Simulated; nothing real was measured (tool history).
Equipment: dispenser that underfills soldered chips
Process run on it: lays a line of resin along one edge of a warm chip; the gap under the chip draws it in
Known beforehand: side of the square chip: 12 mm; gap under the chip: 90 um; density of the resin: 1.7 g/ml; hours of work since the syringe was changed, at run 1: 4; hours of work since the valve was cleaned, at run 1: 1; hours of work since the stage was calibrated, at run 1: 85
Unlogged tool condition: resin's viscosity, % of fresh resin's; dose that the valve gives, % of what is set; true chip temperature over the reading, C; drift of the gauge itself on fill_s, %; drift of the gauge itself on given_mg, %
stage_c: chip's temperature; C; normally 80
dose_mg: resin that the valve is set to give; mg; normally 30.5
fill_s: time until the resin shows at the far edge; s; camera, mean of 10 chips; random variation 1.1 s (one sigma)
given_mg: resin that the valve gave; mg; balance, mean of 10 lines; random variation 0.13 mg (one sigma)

run,hour,stage_c,dose_mg,hours of work since the syringe was changed,hours of work since the valve was cleaned,hours of work since the stage was calibrated,fill_s,given_mg
1,0,80,30.5,4,1,85,136.1,30.59
# hour 2.3: new syringe of resin
2,4.7,80,30.5,2,5,88,118.7,30.25
3,8.5,80,30.5,5,7,91,144.8,30.25
# hour 9.9: new syringe of resin
4,13.2,79,30.5,2,11,94,129.5,30.44
5,15.4,79,30.5,4,12,96,148.3,30.05
# hour 17.7: new syringe of resin
6,19.7,79,30.5,1,15,99,122.5,30.04
7,23.3,80,30.5,4,18,102,140.9,30.09
# hour 25.6: new syringe of resin
8,28.3,80,31,2,22,105,121,30.42
9,32,80,31,5,24,108,145.1,30.33
# hour 33.5: new syringe of resin
10,35.9,82,38.2,2,27,111,106.8,37.36
11,38.5,90,34.4,4,29,113,87.1,33.53
# hour 41.4: new syringe of resin
12,42.2,90,34.4,1,32,115,70.8,33.22
13,46.6,76,33.5,4,35,118,166.6,32.49
# hour 48.9: new syringe of resin
14,49.9,89,27,1,37,121,79.7,26.24

Same runs, no hidden state in the tool, same run-to-run variation:
run,fill_s,given_mg
1,101.3,30.58
2,102.8,30.34
3,102.2,30.41
4,106.8,30.7
5,108.4,30.35
6,108,30.43
7,102.4,30.55
8,102,30.98
9,100.5,30.97
10,91.7,38.24
11,65.3,34.4
12,65.9,34.16
13,122.4,33.52
14,71.6,27.12
